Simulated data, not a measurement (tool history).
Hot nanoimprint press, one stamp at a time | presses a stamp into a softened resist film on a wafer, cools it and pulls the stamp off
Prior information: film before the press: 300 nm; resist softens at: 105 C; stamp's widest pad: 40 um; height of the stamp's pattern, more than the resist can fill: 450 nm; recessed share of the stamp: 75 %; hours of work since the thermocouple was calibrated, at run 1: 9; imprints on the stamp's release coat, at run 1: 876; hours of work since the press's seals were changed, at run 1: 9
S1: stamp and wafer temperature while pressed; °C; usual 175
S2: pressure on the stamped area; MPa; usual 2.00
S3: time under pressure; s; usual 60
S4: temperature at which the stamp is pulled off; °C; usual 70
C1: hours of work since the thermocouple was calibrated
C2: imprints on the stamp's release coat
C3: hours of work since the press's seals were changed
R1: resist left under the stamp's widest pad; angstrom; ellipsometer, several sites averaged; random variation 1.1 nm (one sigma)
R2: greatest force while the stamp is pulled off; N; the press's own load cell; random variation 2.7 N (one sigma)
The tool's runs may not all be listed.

{"run": 1, "hour": 0.0, "S1": 175, "S2": 2.0, "S3": 60, "S4": 70, "C1": 9, "C2": 876, "C3": 9, "R1": 1679, "R2": 152}
{"hour": 11.9, "done": "stamp cleaned and given a new release coat"}
{"run": 2, "hour": 15.1, "S1": 175, "S2": 2.0, "S3": 60, "S4": 70, "C1": 14, "C2": 12, "C3": 14, "R1": 1688, "R2": 124}
{"run": 3, "hour": 23.7, "S1": 175, "S2": 2.0, "S3": 60, "S4": 70, "C1": 19, "C2": 42, "C3": 19, "R1": 1688, "R2": 128}
{"run": 4, "hour": 31.8, "S1": 175, "S2": 2.0, "S3": 60, "S4": 70, "C1": 23, "C2": 71, "C3": 23, "R1": 1677, "R2": 133}
{"run": 5, "hour": 38.3, "S1": 175, "S2": 2.0, "S3": 60, "S4": 70, "C1": 26, "C2": 94, "C3": 26, "R1": 1688, "R2": 125}
{"run": 6, "hour": 47.4, "S1": 175, "S2": 2.19, "S3": 60, "S4": 70, "C1": 31, "C2": 126, "C3": 31, "R1": 1643, "R2": 129}
{"run": 7, "hour": 55.3, "S1": 185, "S2": 2.19, "S3": 60, "S4": 70, "C1": 35, "C2": 153, "C3": 35, "R1": 923, "R2": 129}
{"run": 8, "hour": 63.8, "S1": 185, "S2": 2.23, "S3": 60, "S4": 70, "C1": 39, "C2": 183, "C3": 39, "R1": 918, "R2": 131}
{"run": 9, "hour": 70.1, "S1": 185, "S2": 1.75, "S3": 60, "S4": 70, "C1": 42, "C2": 205, "C3": 42, "R1": 1036, "R2": 134}

What will run 10 give?
{"run": 10, "hour": 74.6, "S1": 185, "S2": 1.75, "S3": 60, "S4": 70, "C1": 45, "C2": 221, "C3": 45, "R1": "?", "R2": "?"}

{"run 10": {"R1": 1020, "R2": 132}}
The same run, on a tool lacking any hidden state, would have yielded R1 1005 angstrom, R2 123 N.

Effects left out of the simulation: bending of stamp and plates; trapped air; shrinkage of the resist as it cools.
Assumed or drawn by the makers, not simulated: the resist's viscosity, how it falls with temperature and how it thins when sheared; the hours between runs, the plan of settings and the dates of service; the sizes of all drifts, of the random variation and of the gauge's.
